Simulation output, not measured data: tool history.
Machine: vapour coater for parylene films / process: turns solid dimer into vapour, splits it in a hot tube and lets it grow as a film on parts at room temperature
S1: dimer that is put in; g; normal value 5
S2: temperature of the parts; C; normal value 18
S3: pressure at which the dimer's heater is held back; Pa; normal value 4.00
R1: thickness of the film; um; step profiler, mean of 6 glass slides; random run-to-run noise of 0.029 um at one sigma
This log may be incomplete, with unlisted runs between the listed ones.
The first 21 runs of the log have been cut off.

run,hour,S1,S2,S3,R1
22,913.8,5,18,4.00,3.15
23,973.6,5,18,4.00,3.17
24,1006.4,5,16,2.40,3.83
# hour 1033.4: trap's valve overhauled, once more
25,1055.6,5,16,2.40,4.09
26,1110.2,5,21,4.00,2.97
27,1171.7,9,23,2.75,5.03
28,1199.0,9,23,2.75,5.17
29,1242.4,3,17,4.31,2.08
30,1276.5,8,17,4.00,5.73
31,1322.6,7,14,11.97,4.71
32,1367.5,5,18,6.82,3.09
33,1414.9,4,18,3.30,2.76
34,1463.2,5,18,3.30,3.48
35,1506.7,7,11,6.03,6.23
36,1566.5,7,11,2.90,7.00
37,1621.8,7,11,2.90,7.01
38,1673.2,7,11,2.90,7.07
39,1707.5,6,20,10.38,3.05
40,1759.7,7,25,7.90,2.93
41,1808.0,2,13,7.90,1.51
42,1857.5,7,23,3.69,3.62
43,1894.5,5,12,3.69,4.53
44,1957.7,4,29,3.01,1.59
45,2010.6,4,29,3.01,1.62
46,2067.6,4,29,3.01,1.59

3 ways to go on from here, each from the tool as it stands after run 46. What would each give?
A,2097.8,5,29,3.01,?
B,2097.8,5,15,4.00,?
C,2097.8,4,29,9.71,?

run,R1
A,2.01
B,3.83
C,1.25
With no hidden state in the tool, these same runs would have given:
run,R1
A,2.10
B,4.01
C,1.31
